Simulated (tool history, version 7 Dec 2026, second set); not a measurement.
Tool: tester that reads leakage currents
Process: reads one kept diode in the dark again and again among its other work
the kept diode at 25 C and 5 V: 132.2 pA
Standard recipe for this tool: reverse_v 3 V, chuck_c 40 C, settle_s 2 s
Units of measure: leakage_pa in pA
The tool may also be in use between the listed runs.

run,hour,reverse_v,chuck_c,settle_s,leakage_pa
1,0,3,40,2,340.41
2,35.2,3,22,2,97.53
3,75.5,3,40,5.95,338.5
4,96.6,3,40,6.95,340.7
5,114.4,3,40,6.95,340.07
6,134.5,3,40,6.95,341.57
7,173,3,40,6.95,340.89
8,207.7,3,50,2,643.66
9,226.8,3,50,2,645.04
10,269.3,3,23,2,106.45
11,295.4,3,50,2,647.92
12,334.1,3,50,2,651.36
13,371.4,3,50,2,650.23
14,396.3,3,50,2,649.47
15,424.8,3,50,2,649.77
16,456.3,3,50,2,650.21
17,478.5,3,50,2,651.67
18,514.9,3,50,2,650.74
# hour 552.8: chuck's temperature calibrated
19,552.8,3,50,2,606.23
20,586.8,3,50,2,607.11
21,606.1,3,50,2,608.46
22,649.5,14.98,50,2,1037.46
# hour 654.1: tester calibrated
23,678,7.07,25,0.78,157.15
24,706.6,7.07,25,0.78,157.46
25,740,4.79,47,9.8,589.93
# hour 765.7: tester calibrated, once more
26,781.8,12.48,24,3.27,179.25
27,821.5,12.48,24,3.27,178.46
28,854.1,12.48,24,3.27,179.75
29,873.3,1.51,29,0.5,123.08
30,907,1.51,29,0.5,123.95
31,940.1,1.51,29,0.5,123.73
32,983.1,5.39,25,0.97,144.61
33,1012.2,2.47,50,0.8,579.1
34,1049.7,3,29,2.13,154.76
35,1072.8,18.67,59,2.13,1932.32
36,1103.6,18.67,59,2.13,1926.37
37,1135.9,12.21,59,0.73,1691.36
38,1178,12.21,59,0.73,1690.19
39,1199.6,4.7,33,0.39,242.02
40,1237.3,4.7,33,0.39,243.81
41,1257.9,1.42,33,0.39,162.22

Forecast each of these 3 alternatives for the next run:
A,1292.3,3.78,27,9.29,?
B,1292.3,1.42,44,0.39,?
C,1292.3,9.23,25,6.08,?

run,leakage_pa
A,147.63
B,333.22
C,176.54
Stripped of hidden state, with their random variation kept, the same runs would have yielded:
run,leakage_pa
A,140.23
B,325.3
C,162.31
